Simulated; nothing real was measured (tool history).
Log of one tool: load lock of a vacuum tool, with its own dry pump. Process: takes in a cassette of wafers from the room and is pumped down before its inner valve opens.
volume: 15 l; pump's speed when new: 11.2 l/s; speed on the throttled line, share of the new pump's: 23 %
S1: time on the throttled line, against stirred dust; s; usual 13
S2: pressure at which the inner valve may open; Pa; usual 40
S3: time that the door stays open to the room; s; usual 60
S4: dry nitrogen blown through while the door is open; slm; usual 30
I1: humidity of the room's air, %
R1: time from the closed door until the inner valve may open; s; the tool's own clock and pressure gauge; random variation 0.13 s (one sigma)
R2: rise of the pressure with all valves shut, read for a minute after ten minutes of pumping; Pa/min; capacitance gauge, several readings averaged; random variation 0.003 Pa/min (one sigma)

Run 1, hour 0: usual settings; I1 45.1. Result: R1 20.9 s, R2 0.056 Pa/min.
Run 2, hour 389.6: usual settings but S2 32 Pa; I1 43.3. Result: R1 21 s, R2 0.053 Pa/min.
Run 3, hour 693.8: usual settings but S2 33 Pa; I1 42.6. Result: R1 20.9 s, R2 0.06 Pa/min.
Run 4, hour 991.2: usual settings but S2 33 Pa, S4 6 slm; I1 46.7. Result: R1 21.4 s, R2 0.08 Pa/min.
Run 5, hour 1290.6: usual settings but S2 33 Pa, S3 26 s, S4 6 slm; I1 47.8. Result: R1 21.4 s, R2 0.077 Pa/min.
Run 6, hour 1677: usual settings but S2 33 Pa, S3 26 s, S4 6 slm; I1 45.1. Result: R1 21 s, R2 0.075 Pa/min.
Run 7, hour 1967.9: usual settings; I1 46.2. Result: R1 21 s, R2 0.076 Pa/min.
Run 8, hour 2373.3: usual settings; I1 41.6. Result: R1 20.8 s, R2 0.074 Pa/min.
Run 9, hour 2608.9: usual settings; I1 48.8. Result: R1 21.1 s, R2 0.078 Pa/min.
Run 10, hour 2850.4: usual settings; I1 42.6. Result: R1 21.2 s, R2 0.081 Pa/min.
Run 11, hour 3152.1: usual settings; I1 45.2. Result: R1 20.9 s, R2 0.091 Pa/min.
Run 12, hour 3370: usual settings; I1 45. Result: R1 21.1 s, R2 0.093 Pa/min.
Run 13, hour 3792.7: usual settings but S1 7 s, S2 66 Pa, S3 83 s, S4 25 slm; I1 46.9. Result: R1 15.8 s, R2 0.103 Pa/min.
Run 14, hour 4041.1: usual settings but S1 15 s, S3 29 s; I1 48.3. Result: R1 22.6 s, R2 0.096 Pa/min.
Run 15, hour 4237.8: usual settings but S1 15 s, S3 69 s, S4 19 slm; I1 43.6. Result: R1 22.7 s, R2 0.106 Pa/min.
Run 16, hour 4549.2: usual settings but S1 15 s, S3 69 s, S4 19 slm; I1 44.9. Result: R1 22.7 s, R2 0.107 Pa/min.
Run 17, hour 4966: usual settings but S1 15 s, S2 64 Pa, S3 69 s, S4 19 slm; I1 45.6. Result: R1 22.3 s, R2 0.118 Pa/min.
Run 18, hour 5231.5: usual settings but S1 15 s, S2 64 Pa, S3 69 s, S4 19 slm; I1 45. Result: R1 22.1 s, R2 0.121 Pa/min.
Run 19, hour 5475.3: usual settings but S3 49 s, S4 38 slm; I1 43.1. Result: R1 21.2 s, R2 0.117 Pa/min.

3 ways to go on from here, each from the tool as it stands after run 19. What would each give?
Run A, hour 5796.6: usual settings but S1 11 s, S2 31 Pa, S3 49 s, S4 38 slm; I1 45.1. Result: R1 ?, R2 ?.
Run B, hour 5796.6: usual settings but S1 18 s, S2 31 Pa, S4 7 slm; I1 42.1. Result: R1 ?, R2 ?.
Run C, hour 5796.6: usual settings but S1 10 s, S3 59 s; I1 43.8. Result: R1 ?, R2 ?.

run    R1     R2
  A  20.5  0.119
  B  25.9  0.133
  C  18.9  0.122
Without the tool's hidden state the same runs would have given:
run    R1     R2
  A  19.7  0.026
  B  25.2  0.039
  C  18.1  0.028
